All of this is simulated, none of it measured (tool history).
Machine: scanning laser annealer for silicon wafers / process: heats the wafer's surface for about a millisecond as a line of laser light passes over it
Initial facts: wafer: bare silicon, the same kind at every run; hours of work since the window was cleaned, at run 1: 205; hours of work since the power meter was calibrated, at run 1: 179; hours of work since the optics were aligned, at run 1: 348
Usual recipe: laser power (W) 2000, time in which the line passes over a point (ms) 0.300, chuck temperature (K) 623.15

run,hour,laser power (W),time in which the line passes over a point (ms),chuck temperature (K),hours of work since the window was cleaned,hours of work since the power meter was calibrated,hours of work since the optics were aligned,highest temperature of the surface (K)
1,0.0,2000,0.300,623.15,205,179,348,1357.15
2,5.8,2000,0.300,623.15,209,182,351,1359.15
3,16.7,2000,0.300,623.15,215,189,357,1361.15
4,22.9,2000,0.300,623.15,218,192,361,1359.15
5,35.1,2000,0.300,623.15,225,199,367,1360.15
6,44.8,2000,0.300,623.15,231,205,373,1360.15
7,50.4,2000,0.300,623.15,234,208,376,1357.15
8,60.8,2000,0.300,623.15,240,214,382,1361.15
9,71.3,2000,0.300,623.15,246,220,388,1362.15
10,77.5,2000,0.300,623.15,249,223,392,1361.15
11,84.3,1818,0.308,623.15,253,227,395,1305.15
12,93.7,1818,0.308,623.15,259,232,401,1306.15
13,106.0,2102,0.347,623.15,266,239,408,1460.15
14,113.7,2102,0.347,623.15,270,244,412,1459.15
15,123.3,2189,0.300,604.15,275,249,418,1402.15
16,131.3,2189,0.300,604.15,280,254,422,1403.15
17,140.8,2189,0.300,604.15,285,259,428,1404.15
18,151.6,1978,0.253,617.15,291,265,434,1276.15
19,160.0,1978,0.253,617.15,296,270,438,1277.15
20,168.2,2089,0.213,606.15,301,275,443,1237.15

Forecast each of these 5 alternatives for the next run:
A,178.0,2051,0.377,660.15,306,280,449,?
B,178.0,1888,0.300,603.15,306,280,449,?
C,178.0,1859,0.370,627.15,306,280,449,?
D,178.0,1844,0.300,644.15,306,280,449,?
E,178.0,2094,0.334,620.15,306,280,449,?

run,highest temperature of the surface (K)
A,1510.15
B,1296.15
C,1393.15
D,1321.15
E,1430.15
Take away the tool's hidden state, keep each run's random variation, and the runs would have read:
run,highest temperature of the surface (K)
A,1530.15
B,1312.15
C,1411.15
D,1337.15
E,1449.15

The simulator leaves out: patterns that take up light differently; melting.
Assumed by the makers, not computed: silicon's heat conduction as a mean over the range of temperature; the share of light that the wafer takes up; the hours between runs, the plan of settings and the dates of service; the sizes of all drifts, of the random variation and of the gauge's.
